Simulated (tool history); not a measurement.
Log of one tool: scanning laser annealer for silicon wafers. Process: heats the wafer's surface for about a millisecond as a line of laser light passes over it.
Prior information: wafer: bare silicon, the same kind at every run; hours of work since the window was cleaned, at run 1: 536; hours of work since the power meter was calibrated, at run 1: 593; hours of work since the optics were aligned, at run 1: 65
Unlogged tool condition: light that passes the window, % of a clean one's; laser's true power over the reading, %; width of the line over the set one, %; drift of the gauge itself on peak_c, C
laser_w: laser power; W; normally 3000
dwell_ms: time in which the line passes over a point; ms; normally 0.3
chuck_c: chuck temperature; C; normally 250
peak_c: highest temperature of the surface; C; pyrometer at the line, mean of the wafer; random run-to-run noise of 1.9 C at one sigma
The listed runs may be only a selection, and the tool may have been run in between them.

| run | hour | laser_w | dwell_ms | chuck_c | hours of work since the window was cleaned | hours of work since the power meter was calibrated | hours of work since the optics were aligned | peak_c |
|---|---|---|---|---|---|---|---|---|
| 1 | 0 | 3000 | 0.3 | 250 | 536 | 593 | 65 | 1064 |
| 2 | 70.7 | 3000 | 0.348 | 250 | 570 | 627 | 99 | 1114 |
|  | 80.7 | window over the wafer cleaned |
| 3 | 133.5 | 3000 | 0.348 | 250 | 25 | 656 | 128 | 1101 |
| 4 | 214.4 | 3000 | 0.348 | 250 | 64 | 694 | 166 | 1100 |
|  | 242.8 | window over the wafer cleaned, once more |
| 5 | 280.8 | 2832 | 0.3 | 250 | 18 | 725 | 197 | 1034 |
| 6 | 365.8 | 2832 | 0.3 | 250 | 59 | 766 | 238 | 1038 |
| 7 | 425.4 | 3000 | 0.3 | 250 | 87 | 794 | 266 | 1081 |
| 8 | 466.3 | 3000 | 0.3 | 250 | 107 | 814 | 286 | 1081 |
| 9 | 547.6 | 3000 | 0.3 | 245 | 145 | 852 | 324 | 1074 |
| 10 | 599.6 | 3000 | 0.3 | 245 | 170 | 877 | 349 | 1072 |
| 11 | 682.1 | 3210 | 0.3 | 250 | 210 | 917 | 389 | 1131 |
| 12 | 725 | 3000 | 0.311 | 250 | 230 | 937 | 409 | 1090 |
| 13 | 766.5 | 3000 | 0.311 | 250 | 250 | 957 | 429 | 1085 |
| 14 | 846.7 | 3000 | 0.293 | 250 | 288 | 995 | 467 | 1062 |
| 15 | 930 | 3000 | 0.293 | 250 | 328 | 1035 | 507 | 1061 |
| 16 | 1012.6 | 3000 | 0.3 | 250 | 367 | 1074 | 546 | 1066 |
| 17 | 1096.5 | 2783 | 0.284 | 251 | 407 | 1114 | 586 | 986 |
| 18 | 1175.4 | 2644 | 0.3 | 273 | 445 | 1152 | 624 | 986 |
| 19 | 1262 | 3264 | 0.239 | 250 | 486 | 1193 | 665 | 1051 |
| 20 | 1304.2 | 3264 | 0.239 | 250 | 506 | 1213 | 685 | 1047 |
| 21 | 1395 | 3264 | 0.239 | 250 | 550 | 1257 | 729 | 1050 |
|  | 1447.7 | window over the wafer cleaned |
| 22 | 1455.4 | 3100 | 0.215 | 226 | 4 | 1285 | 757 | 973 |
| 23 | 1519.1 | 3295 | 0.349 | 240 | 34 | 1315 | 787 | 1209 |
| 24 | 1561.7 | 3000 | 0.3 | 255 | 54 | 1335 | 807 | 1082 |
| 25 | 1624.4 | 2880 | 0.248 | 213 | 84 | 1365 | 837 | 940 |
| 26 | 1697.6 | 2880 | 0.368 | 235 | 119 | 1400 | 872 | 1096 |
| 27 | 1777.2 | 2734 | 0.368 | 217 | 157 | 1438 | 910 | 1030 |
|  | 1796.1 | optics aligned, line set to its width |
| 28 | 1845.1 | 2592 | 0.368 | 217 | 187 | 1468 | 23 | 991 |
| 29 | 1911.6 | 2827 | 0.368 | 250 | 219 | 1500 | 55 | 1095 |
| 30 | 1960.9 | 2827 | 0.368 | 250 | 242 | 1523 | 79 | 1093 |
| 31 | 2030.6 | 2827 | 0.368 | 250 | 276 | 1557 | 112 | 1090 |
| 32 | 2070.6 | 3062 | 0.3 | 250 | 295 | 1576 | 131 | 1088 |

Difference, measured minus no-hidden-state, one row per run. Run-to-run variation is common to both terms; the gauge's own scatter need not be:
| run | peak_c |
|---|---|
| 1 | -28 |
| 2 | -32 |
| 3 | -45 |
| 4 | -47 |
| 5 | -6 |
| 6 | -8 |
| 7 | -11 |
| 8 | -11 |
| 9 | -13 |
| 10 | -15 |
| 11 | -19 |
| 12 | -18 |
| 13 | -19 |
| 14 | -21 |
| 15 | -24 |
| 16 | -26 |
| 17 | -26 |
| 18 | -27 |
| 19 | -33 |
| 20 | -34 |
| 21 | -36 |
| 22 | -12 |
| 23 | -18 |
| 24 | -16 |
| 25 | -16 |
| 26 | -21 |
| 27 | -22 |
| 28 | -15 |
| 29 | -19 |
| 30 | -20 |
| 31 | -22 |
| 32 | -23 |
